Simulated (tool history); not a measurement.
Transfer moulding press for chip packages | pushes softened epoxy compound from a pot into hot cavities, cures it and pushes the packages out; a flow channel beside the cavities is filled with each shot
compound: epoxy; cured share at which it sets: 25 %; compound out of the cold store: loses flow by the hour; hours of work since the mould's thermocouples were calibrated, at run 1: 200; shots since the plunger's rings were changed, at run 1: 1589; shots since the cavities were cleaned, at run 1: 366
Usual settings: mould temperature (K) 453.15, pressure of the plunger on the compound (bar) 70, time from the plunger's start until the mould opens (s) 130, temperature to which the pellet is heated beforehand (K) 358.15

| run | hour | mould temperature (K) | pressure of the plunger on the compound (bar) | time from the plunger's start until the mould opens (s) | temperature to which the pellet is heated beforehand (K) | hours of work since the mould's thermocouples were calibrated | shots since the plunger's rings were changed | shots since the cavities were cleaned | incoming compound's hours out of the cold store | length that the compound runs in the flow channel (mm) | greatest force on the pins that push the packages out (N) |
|---|---|---|---|---|---|---|---|---|---|---|---|
| 1 | 0 | 453.15 | 70 | 130 | 358.15 | 200 | 1589 | 366 | 11.1 | 671 | 398 |
| 2 | 30.1 | 453.15 | 70 | 130 | 358.15 | 224 | 1946 | 723 | 26.9 | 597 | 379 |
|  | 40.2 | cavities cleaned with cleaning compound and waxed |
| 3 | 54.9 | 453.15 | 70 | 130 | 358.15 | 242 | 2221 | 175 | 37.9 | 549 | 389 |
| 4 | 96.6 | 453.15 | 70 | 130 | 358.15 | 275 | 2714 | 668 | 25.1 | 608 | 427 |
|  | 107.8 | plunger's sealing rings changed |
|  | 116.4 | cavities cleaned with cleaning compound and waxed |
| 5 | 143.8 | 453.15 | 70 | 130 | 358.15 | 308 | 408 | 324 | 28.9 | 589 | 397 |
|  | 163.3 | mould's thermocouples calibrated |
| 6 | 182.2 | 453.15 | 70 | 167 | 358.15 | 15 | 839 | 755 | 12.8 | 665 | 369 |
|  | 190.1 | cavities cleaned with cleaning compound and waxed |
| 7 | 221.9 | 453.15 | 70 | 167 | 358.15 | 45 | 1292 | 377 | 23.8 | 614 | 382 |
| 8 | 256.7 | 448.15 | 70 | 167 | 364.15 | 72 | 1704 | 789 | 8.7 | 697 | 394 |
|  | 262.4 | cavities cleaned with cleaning compound and waxed |
| 9 | 305.6 | 448.15 | 77.2 | 165 | 353.15 | 109 | 2265 | 512 | 25.3 | 647 | 388 |
|  | 333.7 | cavities cleaned with cleaning compound and waxed |
| 10 | 351.1 | 459.15 | 64.6 | 130 | 349.15 | 144 | 2786 | 206 | 14.9 | 611 | 393 |
|  | 357 | plunger's sealing rings changed |
| 11 | 376.3 | 453.15 | 61.1 | 141 | 349.15 | 162 | 229 | 475 | 26 | 560 | 391 |
|  | 410.5 | cavities cleaned with cleaning compound and waxed |
| 12 | 414.5 | 453.15 | 70 | 136 | 353.15 | 190 | 663 | 46 | 47.2 | 515 | 373 |
| 13 | 461.2 | 447.15 | 79.6 | 144 | 350.15 | 227 | 1217 | 600 | 9.1 | 745 | 441 |
|  | 484 | cavities cleaned with cleaning compound and waxed |
| 14 | 490.8 | 447.15 | 79.6 | 144 | 350.15 | 249 | 1549 | 80 | 41.8 | 587 | 445 |

Forecast each of these 4 alternatives for the next run:
| A | 530.7 | 453.15 | 58.3 | 124 | 348.15 | 281 | 2022 | 553 | 46.6 | ? | ? |
| B | 530.7 | 447.15 | 85.7 | 144 | 350.15 | 281 | 2022 | 553 | 18 | ? | ? |
| C | 530.7 | 460.15 | 70 | 130 | 354.15 | 281 | 2022 | 553 | 27.6 | ? | ? |
| D | 530.7 | 461.15 | 82.2 | 136 | 358.15 | 281 | 2022 | 553 | 24.4 | ? | ? |

| run | length that the compound runs in the flow channel (mm) | greatest force on the pins that push the packages out (N) |
|---|---|---|
| A | 473 | 393 |
| B | 722 | 453 |
| C | 578 | 380 |
| D | 639 | 393 |
Without the tool's hidden state the same runs would have given:
| run | length that the compound runs in the flow channel (mm) | greatest force on the pins that push the packages out (N) |
|---|---|---|
| A | 473 | 389 |
| B | 722 | 447 |
| C | 578 | 376 |
| D | 639 | 388 |

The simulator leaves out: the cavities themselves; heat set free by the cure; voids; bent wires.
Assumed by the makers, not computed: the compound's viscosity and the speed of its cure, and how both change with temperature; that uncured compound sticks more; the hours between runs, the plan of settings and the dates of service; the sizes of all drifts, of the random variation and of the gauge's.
